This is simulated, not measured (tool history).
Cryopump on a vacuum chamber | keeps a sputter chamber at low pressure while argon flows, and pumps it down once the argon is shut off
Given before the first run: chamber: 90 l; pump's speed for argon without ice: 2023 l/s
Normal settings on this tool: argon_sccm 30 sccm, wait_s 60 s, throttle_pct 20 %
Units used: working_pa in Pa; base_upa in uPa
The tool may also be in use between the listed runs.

{"run": 1, "hour": 0.0, "argon_sccm": 30, "wait_s": 60, "throttle_pct": 20, "working_pa": 0.1328, "base_upa": 1.85}
{"run": 2, "hour": 30.5, "argon_sccm": 30, "wait_s": 60, "throttle_pct": 20, "working_pa": 0.1319, "base_upa": 1.9}
{"run": 3, "hour": 60.6, "argon_sccm": 30, "wait_s": 60, "throttle_pct": 20, "working_pa": 0.1317, "base_upa": 1.83}
{"run": 4, "hour": 92.9, "argon_sccm": 30, "wait_s": 60, "throttle_pct": 20, "working_pa": 0.1333, "base_upa": 1.93}
{"run": 5, "hour": 122.0, "argon_sccm": 30, "wait_s": 60, "throttle_pct": 20, "working_pa": 0.132, "base_upa": 1.95}
{"run": 6, "hour": 148.0, "argon_sccm": 30, "wait_s": 60, "throttle_pct": 20, "working_pa": 0.1326, "base_upa": 1.93}
{"run": 7, "hour": 165.2, "argon_sccm": 30, "wait_s": 60, "throttle_pct": 20, "working_pa": 0.1315, "base_upa": 1.93}
{"run": 8, "hour": 193.5, "argon_sccm": 30, "wait_s": 60, "throttle_pct": 20, "working_pa": 0.1322, "base_upa": 1.95}
{"run": 9, "hour": 227.2, "argon_sccm": 23, "wait_s": 60, "throttle_pct": 20, "working_pa": 0.1013, "base_upa": 2.03}
{"run": 10, "hour": 246.6, "argon_sccm": 23, "wait_s": 60, "throttle_pct": 20, "working_pa": 0.1013, "base_upa": 2}
{"run": 11, "hour": 285.6, "argon_sccm": 30, "wait_s": 37, "throttle_pct": 20, "working_pa": 0.1341, "base_upa": 2.33}
{"run": 12, "hour": 314.1, "argon_sccm": 30, "wait_s": 37, "throttle_pct": 20, "working_pa": 0.1344, "base_upa": 2.22}
{"run": 13, "hour": 340.0, "argon_sccm": 30, "wait_s": 37, "throttle_pct": 20, "working_pa": 0.1334, "base_upa": 2.29}
{"run": 14, "hour": 361.5, "argon_sccm": 30, "wait_s": 37, "throttle_pct": 20, "working_pa": 0.1335, "base_upa": 2.41}
{"run": 15, "hour": 393.5, "argon_sccm": 30, "wait_s": 37, "throttle_pct": 20, "working_pa": 0.1338, "base_upa": 2.43}
{"run": 16, "hour": 428.8, "argon_sccm": 30, "wait_s": 37, "throttle_pct": 20, "working_pa": 0.1348, "base_upa": 2.46}
{"run": 17, "hour": 449.0, "argon_sccm": 30, "wait_s": 37, "throttle_pct": 31, "working_pa": 0.0901, "base_upa": 2.44}
{"run": 18, "hour": 468.7, "argon_sccm": 31, "wait_s": 288, "throttle_pct": 26, "working_pa": 0.1091, "base_upa": 1.82}
{"run": 19, "hour": 490.6, "argon_sccm": 41, "wait_s": 60, "throttle_pct": 28, "working_pa": 0.137, "base_upa": 2.12}
{"run": 20, "hour": 522.7, "argon_sccm": 41, "wait_s": 98, "throttle_pct": 33, "working_pa": 0.116, "base_upa": 1.99}
{"hour": 527.1, "done": "leaking fittings of the chamber tightened, without venting"}
{"run": 21, "hour": 553.6, "argon_sccm": 37, "wait_s": 126, "throttle_pct": 15, "working_pa": 0.2179, "base_upa": 0.46}
{"run": 22, "hour": 580.9, "argon_sccm": 26, "wait_s": 126, "throttle_pct": 50, "working_pa": 0.0521, "base_upa": 0.5}
{"run": 23, "hour": 608.9, "argon_sccm": 26, "wait_s": 126, "throttle_pct": 50, "working_pa": 0.0518, "base_upa": 0.5}
{"run": 24, "hour": 633.5, "argon_sccm": 32, "wait_s": 99, "throttle_pct": 23, "working_pa": 0.1278, "base_upa": 0.54}
{"run": 25, "hour": 673.0, "argon_sccm": 32, "wait_s": 99, "throttle_pct": 23, "working_pa": 0.1271, "base_upa": 0.59}
{"run": 26, "hour": 711.2, "argon_sccm": 30, "wait_s": 60, "throttle_pct": 31, "working_pa": 0.0915, "base_upa": 0.75}
{"run": 27, "hour": 731.8, "argon_sccm": 28, "wait_s": 56, "throttle_pct": 20, "working_pa": 0.1282, "base_upa": 0.84}
{"run": 28, "hour": 757.0, "argon_sccm": 55, "wait_s": 192, "throttle_pct": 17, "working_pa": 0.2897, "base_upa": 0.46}
{"run": 29, "hour": 779.8, "argon_sccm": 30, "wait_s": 52, "throttle_pct": 30, "working_pa": 0.0941, "base_upa": 0.88}
{"run": 30, "hour": 814.8, "argon_sccm": 50, "wait_s": 61, "throttle_pct": 45, "working_pa": 0.1119, "base_upa": 0.85}
{"run": 31, "hour": 854.7, "argon_sccm": 50, "wait_s": 61, "throttle_pct": 45, "working_pa": 0.1118, "base_upa": 0.81}
{"run": 32, "hour": 895.5, "argon_sccm": 50, "wait_s": 61, "throttle_pct": 45, "working_pa": 0.113, "base_upa": 0.84}

Predict each of these 3 candidate next runs independently; none follows another, all start after run 32:
{"run": "A", "hour": 932.6, "argon_sccm": 30, "wait_s": 60, "throttle_pct": 27, "working_pa": "?", "base_upa": "?"}
{"run": "B", "hour": 932.6, "argon_sccm": 31, "wait_s": 76, "throttle_pct": 33, "working_pa": "?", "base_upa": "?"}
{"run": "C", "hour": 932.6, "argon_sccm": 30, "wait_s": 60, "throttle_pct": 33, "working_pa": "?", "base_upa": "?"}

run=A working_pa=0.1037 base_upa=0.86
run=B working_pa=0.0908 base_upa=0.79
run=C working_pa=0.0882 base_upa=0.9
Without the tool's unlogged condition, the same runs would have read:
run=A working_pa=0.0918 base_upa=0.59
run=B working_pa=0.0784 base_upa=0.52
run=C working_pa=0.0763 base_upa=0.63
